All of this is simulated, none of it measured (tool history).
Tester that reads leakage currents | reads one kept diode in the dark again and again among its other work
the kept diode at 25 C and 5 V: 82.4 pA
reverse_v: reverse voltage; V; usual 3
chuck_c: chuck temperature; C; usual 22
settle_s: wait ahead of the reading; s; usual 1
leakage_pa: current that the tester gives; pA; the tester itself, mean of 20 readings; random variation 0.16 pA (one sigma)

run,hour,reverse_v,chuck_c,settle_s,leakage_pa
1,0,3,22,1,53.45
2,73.6,3,22,1,53.15
3,208.9,3,51,1,693.32
4,378.2,1.6,22,1,39.5
5,512.3,1.6,22,1,39.03
# hour 606.8: tester calibrated
6,618.5,1.6,22,1,37.17
# hour 773.3: chuck's temperature calibrated
7,779.3,3,22,1,54.15
8,879.3,3,22,1,53.18
9,978.4,3,42,1,322.04
10,1121.5,3,42,1,318.36
11,1251.4,3,42,1,311.54
12,1367.7,3,22,1,49.68
# hour 1511.1: probe card cleaned and baked
13,1513.5,3,22,1,45.85
14,1617.2,3,22,1,45.23
15,1694.2,3,22,1,44.63
# hour 1742.4: chuck's temperature calibrated
16,1835.7,3,22,1,52.39
17,1968.6,12.39,22,1,86.5
18,2093.3,2.69,22,1,48.15
19,2256.8,2.69,22,1,47.07
20,2401.2,2.69,22,1,46.1
21,2481.8,2.69,22,1,45.85
22,2641.7,16.71,21,0.34,90.02
# hour 2702.1: chuck's temperature calibrated
23,2769.3,3,22,2.26,52.52
24,2933.5,7.13,22,2.08,70.77
25,3070.3,3,31,1,118.14
26,3177.9,1.27,29,1.04,71.64
27,3310.2,2.67,22,1,46.91
28,3418.2,12.9,22,8.49,83.03
29,3546.6,18.12,27,1.83,149.89
# hour 3667.7: chuck's temperature calibrated
30,3673.5,10.02,25,0.54,116.91
31,3815.9,10.02,25,0.54,116.14
32,3900.6,10.02,25,0.54,113.25
33,4003.2,10.02,25,0.54,111.98
34,4165.5,10.02,22,0.54,84.3
# hour 4296.7: tester calibrated
35,4296.7,2.79,27,3.55,74.95
36,4394.6,2.79,27,3.55,74.09
37,4563.1,1.31,26,1,50.06
# hour 4630.5: chuck's temperature calibrated
38,4651,3,22,1,53.31
39,4749.5,3,22,1.3,52.14

3 ways to go on from here, each from the tool as it stands after run 39. What would each give?
A,4911.4,2.54,22,1.68,?
B,4911.4,3,21,1.3,?
C,4911.4,3,57,1,?

run,leakage_pa
A,47.55
B,46.46
C,1108.58
Without the tool's hidden state the same runs would have given:
run,leakage_pa
A,48.41
B,46.85
C,1161.25
